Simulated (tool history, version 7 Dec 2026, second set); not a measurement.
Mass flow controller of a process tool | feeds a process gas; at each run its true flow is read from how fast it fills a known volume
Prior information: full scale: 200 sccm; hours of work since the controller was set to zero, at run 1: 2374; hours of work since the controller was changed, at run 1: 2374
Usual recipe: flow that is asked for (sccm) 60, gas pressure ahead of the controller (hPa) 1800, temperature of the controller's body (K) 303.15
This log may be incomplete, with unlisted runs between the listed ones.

run,hour,flow that is asked for (sccm),gas pressure ahead of the controller (hPa),temperature of the controller's body (K),hours of work since the controller was set to zero,hours of work since the controller was changed,true flow (%)
1,0,60,1800,303.15,2374,2374,99.18
2,280,60,1800,294.15,2579,2579,99.62
3,545.1,60,1800,294.15,2772,2772,99.57
4,843.3,60,1800,303.15,2990,2990,99.19
5,1065.7,60,1800,303.15,3152,3152,99.16
6,1416.5,60,1800,303.15,3408,3408,99.33
7,1618,60,1800,303.15,3555,3555,99.2
8,1768.5,60,1800,303.15,3665,3665,99.23
9,1950.6,60,2790,303.15,3798,3798,99.77
10,2270.5,60,2790,303.15,4032,4032,99.79
11,2528.2,60,2790,303.15,4220,4220,99.71
12,2800.4,199,2790,303.15,4419,4419,100.16
# hour 3013.3: controller's zero set anew
13,3102.1,71,2790,303.15,65,4639,99.72
14,3285,40,1800,303.15,198,4772,99.07
15,3516.6,40,1800,303.15,367,4941,99.04
16,3825.3,60,1800,303.15,593,5167,99.08
17,3979.9,60,1510,303.15,706,5279,98.93
18,4132.1,60,1800,311.15,817,5391,98.74
# hour 4309.4: controller exchanged for a calibrated one
19,4369.7,60,1800,311.15,44,44,98.93
20,4546.2,60,2430,303.15,173,173,99.49
21,4886.9,60,1800,303.15,422,422,99.29
22,5212.4,60,1800,303.15,659,659,99.18
23,5373.6,135,1800,303.15,777,777,99.46
24,5667.9,135,1800,310.15,992,992,99.1
25,5875.9,135,1800,304.15,1144,1144,99.49
26,6041,20,1800,305.15,1264,1264,98.84
27,6335.3,60,1620,302.15,1479,1479,99.06
28,6514.4,60,1620,302.15,1610,1610,99.2
29,6810.7,129,2310,296.15,1826,1826,100.05
30,7113.2,32,2760,297.15,2047,2047,99.93
31,7461.5,112,1800,298.15,2301,2301,99.58
32,7801.6,115,2280,301.15,2550,2550,99.74
33,8021.3,174,1760,307.15,2710,2710,99.34
34,8284,49,1800,299.15,2902,2902,99.43
35,8617.8,49,2450,306.15,3145,3145,99.42
36,8918.1,111,1750,310.15,3365,3365,99.14
37,9220.9,111,1750,310.15,3586,3586,99.01
38,9454.8,61,2530,302.15,3756,3756,99.61
39,9770.3,61,2530,306.15,3987,3987,99.57
40,10122.2,81,1590,303.15,4244,4244,99.25
41,10302.5,147,2060,311.15,4375,4375,99.41
# hour 10573.3: controller's zero set anew
42,10624.7,147,2060,311.15,38,4610,99.32
43,10893.7,147,2060,311.15,234,4807,99.29
44,11119.3,147,2060,311.15,399,4971,99.3
45,11319,26,1880,295.15,544,5117,99.47
46,11638.8,22,2770,299.15,778,5351,99.88
# hour 11875.1: controller exchanged for a calibrated one
47,11957.4,32,2770,299.15,60,60,99.88
48,12138.8,32,2770,299.15,193,193,99.81
49,12372,60,1800,309.15,363,363,98.92

Below are 3 alternative next runs, each starting from the tool's condition after run 49. Predict each:
A,12539.5,56,1520,301.15,485,485,?
B,12539.5,43,1600,300.15,485,485,?
C,12539.5,60,1860,309.15,485,485,?

run,true flow (%)
A,99.04
B,99.3
C,99
What these runs would have given with no unlogged condition in the tool:
run,true flow (%)
A,99.04
B,99.3
C,99
